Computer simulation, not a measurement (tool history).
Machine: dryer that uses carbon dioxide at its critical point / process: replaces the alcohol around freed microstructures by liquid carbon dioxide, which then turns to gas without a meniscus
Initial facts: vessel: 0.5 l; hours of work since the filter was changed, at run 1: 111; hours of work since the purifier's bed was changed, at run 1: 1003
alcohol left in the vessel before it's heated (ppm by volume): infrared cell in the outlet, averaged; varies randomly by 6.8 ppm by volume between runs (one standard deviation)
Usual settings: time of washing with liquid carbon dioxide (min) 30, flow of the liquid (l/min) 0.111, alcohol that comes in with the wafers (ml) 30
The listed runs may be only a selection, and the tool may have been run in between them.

run,hour,time of washing with liquid carbon dioxide (min),flow of the liquid (l/min),alcohol that comes in with the wafers (ml),hours of work since the filter was changed,hours of work since the purifier's bed was changed,alcohol left in the vessel before it's heated (ppm by volume)
1,0.0,30,0.111,30,111,1003,396
2,17.3,30,0.111,30,124,1016,399
3,42.3,30,0.111,30,143,1035,405
4,75.9,30,0.111,30,169,1061,426
5,107.8,30,0.111,30,193,1085,446
6,144.2,30,0.111,30,220,1113,467
7,177.4,30,0.111,30,246,1138,478
8,194.0,30,0.111,30,258,1150,476
9,212.1,30,0.111,30,272,1164,507
10,250.0,30,0.111,30,301,1193,506
11,266.1,30,0.111,30,313,1205,504
12,287.4,30,0.111,30,329,1221,522
13,319.8,30,0.121,30,354,1246,355
14,338.5,30,0.121,30,368,1260,355
15,372.5,31,0.111,30,393,1286,497
16,394.9,25,0.111,30,410,1303,1181
17,427.4,30,0.111,30,435,1327,608
18,454.0,30,0.111,30,455,1347,611
19,478.7,30,0.111,30,474,1366,634
20,495.4,30,0.111,30,487,1379,628
21,511.8,30,0.111,30,499,1391,643
22,538.6,18,0.110,29,519,1411,3806
23,555.4,30,0.126,30,532,1424,369
# hour 567.4: purifier's bed changed
24,581.1,30,0.126,30,549,10,334
# hour 611.9: inlet filter changed
25,611.9,18,0.151,55,0,33,1340
26,628.9,23,0.151,69,13,46,498
27,662.9,28,0.134,33,39,72,181
28,698.0,45,0.112,33,65,98,33
29,725.6,35,0.137,44,86,119,51
30,748.3,35,0.137,44,103,136,65
31,785.7,35,0.137,44,132,165,61
32,811.2,35,0.137,44,151,184,60
33,838.0,35,0.137,44,171,204,54
34,876.2,40,0.164,41,200,233,11
35,910.7,40,0.165,21,226,259,20
36,936.6,40,0.165,21,246,279,20
37,955.5,30,0.081,30,260,293,1889

Run 38, settings as shown, results not yet in. Your forecast:
38,973.5,24,0.098,32,274,307,?

Logged for run 38: alcohol left in the vessel before it's heated (ppm by volume) 2103.
On a tool with no hidden condition, and with the same random variation, this run would have come out at alcohol left in the vessel before it's heated (ppm by volume) 1596.
